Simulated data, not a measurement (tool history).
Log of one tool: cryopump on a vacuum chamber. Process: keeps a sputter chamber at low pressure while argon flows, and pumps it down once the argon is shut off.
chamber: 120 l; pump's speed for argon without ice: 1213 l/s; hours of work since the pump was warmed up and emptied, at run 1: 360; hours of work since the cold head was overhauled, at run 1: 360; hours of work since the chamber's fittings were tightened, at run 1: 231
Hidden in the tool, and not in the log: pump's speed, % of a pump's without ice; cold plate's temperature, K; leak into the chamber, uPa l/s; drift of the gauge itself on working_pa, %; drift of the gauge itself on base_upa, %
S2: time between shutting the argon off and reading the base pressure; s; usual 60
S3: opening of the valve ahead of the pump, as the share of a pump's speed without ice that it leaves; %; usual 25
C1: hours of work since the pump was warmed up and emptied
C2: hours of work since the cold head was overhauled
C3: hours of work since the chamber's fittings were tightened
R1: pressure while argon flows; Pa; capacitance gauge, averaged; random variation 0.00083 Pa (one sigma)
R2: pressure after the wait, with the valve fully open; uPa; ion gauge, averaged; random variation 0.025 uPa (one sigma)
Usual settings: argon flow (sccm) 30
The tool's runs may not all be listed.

{"run": 1, "day": 0.0, "argon flow (sccm)": 30, "S2": 60, "S3": 25, "C1": 360, "C2": 360, "C3": 231, "R1": 0.1735, "R2": 1.32}
{"run": 2, "day": 1.138, "argon flow (sccm)": 30, "S2": 60, "S3": 25, "C1": 380, "C2": 380, "C3": 250, "R1": 0.1747, "R2": 1.31}
{"run": 3, "day": 2.446, "argon flow (sccm)": 30, "S2": 60, "S3": 25, "C1": 402, "C2": 402, "C3": 273, "R1": 0.1721, "R2": 1.41}
{"run": 4, "day": 3.467, "argon flow (sccm)": 30, "S2": 60, "S3": 25, "C1": 419, "C2": 419, "C3": 290, "R1": 0.1725, "R2": 1.41}
{"run": 5, "day": 4.146, "argon flow (sccm)": 30, "S2": 60, "S3": 58, "C1": 431, "C2": 431, "C3": 302, "R1": 0.0789, "R2": 1.42}
{"run": 6, "day": 5.129, "argon flow (sccm)": 30, "S2": 60, "S3": 58, "C1": 448, "C2": 448, "C3": 319, "R1": 0.0796, "R2": 1.46}
{"run": 7, "day": 5.692, "argon flow (sccm)": 30, "S2": 60, "S3": 58, "C1": 457, "C2": 457, "C3": 328, "R1": 0.0791, "R2": 1.5}
{"run": 8, "day": 6.783, "argon flow (sccm)": 30, "S2": 60, "S3": 58, "C1": 476, "C2": 476, "C3": 347, "R1": 0.0806, "R2": 1.52}
{"run": 9, "day": 7.529, "argon flow (sccm)": 30, "S2": 60, "S3": 28, "C1": 489, "C2": 489, "C3": 360, "R1": 0.1567, "R2": 1.52}
{"run": 10, "day": 8.65, "argon flow (sccm)": 30, "S2": 60, "S3": 19, "C1": 508, "C2": 508, "C3": 379, "R1": 0.2283, "R2": 1.58}
{"run": 11, "day": 9.192, "argon flow (sccm)": 30, "S2": 60, "S3": 19, "C1": 517, "C2": 517, "C3": 388, "R1": 0.2273, "R2": 1.6}
{"run": 12, "day": 10.508, "argon flow (sccm)": 30, "S2": 60, "S3": 25, "C1": 540, "C2": 540, "C3": 410, "R1": 0.1757, "R2": 1.63}
{"run": 13, "day": 11.258, "argon flow (sccm)": 30, "S2": 60, "S3": 25, "C1": 552, "C2": 552, "C3": 423, "R1": 0.1767, "R2": 1.65}
{"run": 14, "day": 12.504, "argon flow (sccm)": 16, "S2": 60, "S3": 25, "C1": 574, "C2": 574, "C3": 445, "R1": 0.0945, "R2": 1.72}
{"run": 15, "day": 13.696, "argon flow (sccm)": 16, "S2": 60, "S3": 25, "C1": 594, "C2": 594, "C3": 465, "R1": 0.0939, "R2": 1.75}
{"run": 16, "day": 14.854, "argon flow (sccm)": 23, "S2": 60, "S3": 25, "C1": 614, "C2": 614, "C3": 485, "R1": 0.1359, "R2": 1.74}
{"run": 17, "day": 15.712, "argon flow (sccm)": 23, "S2": 60, "S3": 25, "C1": 629, "C2": 629, "C3": 499, "R1": 0.1354, "R2": 1.78}
{"run": 18, "day": 16.596, "argon flow (sccm)": 23, "S2": 60, "S3": 25, "C1": 644, "C2": 644, "C3": 514, "R1": 0.1364, "R2": 1.78}
{"run": 19, "day": 17.833, "argon flow (sccm)": 23, "S2": 96, "S3": 46, "C1": 665, "C2": 665, "C3": 536, "R1": 0.0783, "R2": 1.54}
{"run": 20, "day": 19.138, "argon flow (sccm)": 35, "S2": 53, "S3": 48, "C1": 687, "C2": 687, "C3": 558, "R1": 0.1146, "R2": 1.99}
{"run": 21, "day": 19.796, "argon flow (sccm)": 27, "S2": 53, "S3": 48, "C1": 698, "C2": 698, "C3": 569, "R1": 0.0892, "R2": 2.05}
{"run": 22, "day": 20.696, "argon flow (sccm)": 27, "S2": 53, "S3": 29, "C1": 714, "C2": 714, "C3": 584, "R1": 0.1406, "R2": 2.05}
{"run": 23, "day": 21.733, "argon flow (sccm)": 27, "S2": 53, "S3": 29, "C1": 731, "C2": 731, "C3": 602, "R1": 0.1409, "R2": 2.08}
{"run": 24, "day": 22.375, "argon flow (sccm)": 27, "S2": 53, "S3": 29, "C1": 742, "C2": 742, "C3": 613, "R1": 0.1406, "R2": 2.17}
{"day": 23.071, "done": "pump warmed up, emptied and cooled again"}
{"run": 25, "day": 23.217, "argon flow (sccm)": 14, "S2": 60, "S3": 39, "C1": 3, "C2": 753, "C3": 624, "R1": 0.0506, "R2": 1.76}
{"run": 26, "day": 23.875, "argon flow (sccm)": 14, "S2": 80, "S3": 39, "C1": 14, "C2": 764, "C3": 635, "R1": 0.051, "R2": 1.52}
{"run": 27, "day": 24.854, "argon flow (sccm)": 14, "S2": 80, "S3": 39, "C1": 30, "C2": 781, "C3": 652, "R1": 0.0503, "R2": 1.62}
{"run": 28, "day": 26.017, "argon flow (sccm)": 14, "S2": 80, "S3": 39, "C1": 50, "C2": 801, "C3": 672, "R1": 0.0506, "R2": 1.63}
{"run": 29, "day": 26.771, "argon flow (sccm)": 12, "S2": 70, "S3": 22, "C1": 63, "C2": 814, "C3": 685, "R1": 0.0754, "R2": 1.71}
{"run": 30, "day": 28.079, "argon flow (sccm)": 14, "S2": 70, "S3": 22, "C1": 86, "C2": 836, "C3": 707, "R1": 0.0907, "R2": 1.79}
{"run": 31, "day": 28.85, "argon flow (sccm)": 14, "S2": 70, "S3": 17, "C1": 99, "C2": 849, "C3": 720, "R1": 0.1166, "R2": 1.71}
{"run": 32, "day": 29.579, "argon flow (sccm)": 24, "S2": 97, "S3": 26, "C1": 111, "C2": 862, "C3": 733, "R1": 0.1293, "R2": 1.58}
{"run": 33, "day": 30.821, "argon flow (sccm)": 24, "S2": 97, "S3": 26, "C1": 132, "C2": 883, "C3": 754, "R1": 0.1301, "R2": 1.65}
{"run": 34, "day": 31.746, "argon flow (sccm)": 24, "S2": 97, "S3": 26, "C1": 148, "C2": 899, "C3": 770, "R1": 0.1305, "R2": 1.61}

Forecast each of these 3 alternatives for the next run:
{"run": "A", "day": 32.404, "argon flow (sccm)": 24, "S2": 272, "S3": 22, "C1": 159, "C2": 910, "C3": 781, "R1": "?", "R2": "?"}
{"run": "B", "day": 32.404, "argon flow (sccm)": 59, "S2": 97, "S3": 26, "C1": 159, "C2": 910, "C3": 781, "R1": "?", "R2": "?"}
{"run": "C", "day": 32.404, "argon flow (sccm)": 52, "S2": 60, "S3": 25, "C1": 159, "C2": 910, "C3": 781, "R1": "?", "R2": "?"}

run=A R1=0.1543 R2=1.43
run=B R1=0.3210 R2=1.70
run=C R1=0.2948 R2=1.98
Without the tool's hidden state the same runs would have given:
run=A R1=0.1520 R2=0.44
run=B R1=0.3154 R2=0.75
run=C R1=0.2899 R2=1.02
